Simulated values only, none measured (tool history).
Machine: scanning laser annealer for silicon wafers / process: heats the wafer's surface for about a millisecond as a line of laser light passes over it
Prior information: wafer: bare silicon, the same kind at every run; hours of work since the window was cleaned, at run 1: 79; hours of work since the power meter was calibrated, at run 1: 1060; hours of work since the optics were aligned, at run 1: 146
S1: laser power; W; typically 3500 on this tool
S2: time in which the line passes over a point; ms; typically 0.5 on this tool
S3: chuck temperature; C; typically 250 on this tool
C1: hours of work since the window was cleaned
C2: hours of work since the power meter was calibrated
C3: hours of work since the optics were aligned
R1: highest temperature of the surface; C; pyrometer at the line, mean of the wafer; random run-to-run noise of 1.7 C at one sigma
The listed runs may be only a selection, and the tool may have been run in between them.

run 1 day=0 | S1=3500 S2=0.5 S3=250 | C1=79 C2=1060 C3=146 | R1=1027
run 2 day=1.617 | S1=3500 S2=0.5 S3=250 | C1=97 C2=1078 C3=163 | R1=1028
run 3 day=3.192 | S1=3500 S2=0.382 S3=250 | C1=114 C2=1095 C3=180 | R1=942
run 4 day=5.283 | S1=3500 S2=0.5 S3=238 | C1=137 C2=1117 C3=203 | R1=1012
run 5 day=7.658 | S1=3500 S2=0.5 S3=238 | C1=162 C2=1143 C3=229 | R1=1011
run 6 day=9.629 | S1=3500 S2=0.5 S3=238 | C1=184 C2=1165 C3=250 | R1=1009
run 7 day=12.279 | S1=3372 S2=0.5 S3=250 | C1=212 C2=1193 C3=279 | R1=996
run 8 day=13.729 | S1=3372 S2=0.5 S3=250 | C1=228 C2=1209 C3=295 | R1=991
run 9 day=15.283 | S1=3500 S2=0.5 S3=250 | C1=245 C2=1226 C3=312 | R1=1022

Run 10 is up next; what results do you expect?
run 10 day=17.583 | S1=3500 S2=0.5 S3=250 | C1=270 C2=1251 C3=337 | R1=?

{"run 10": {"R1": 1019}}
Had the tool carried no hidden state, the very same run would have given R1 1034 C.
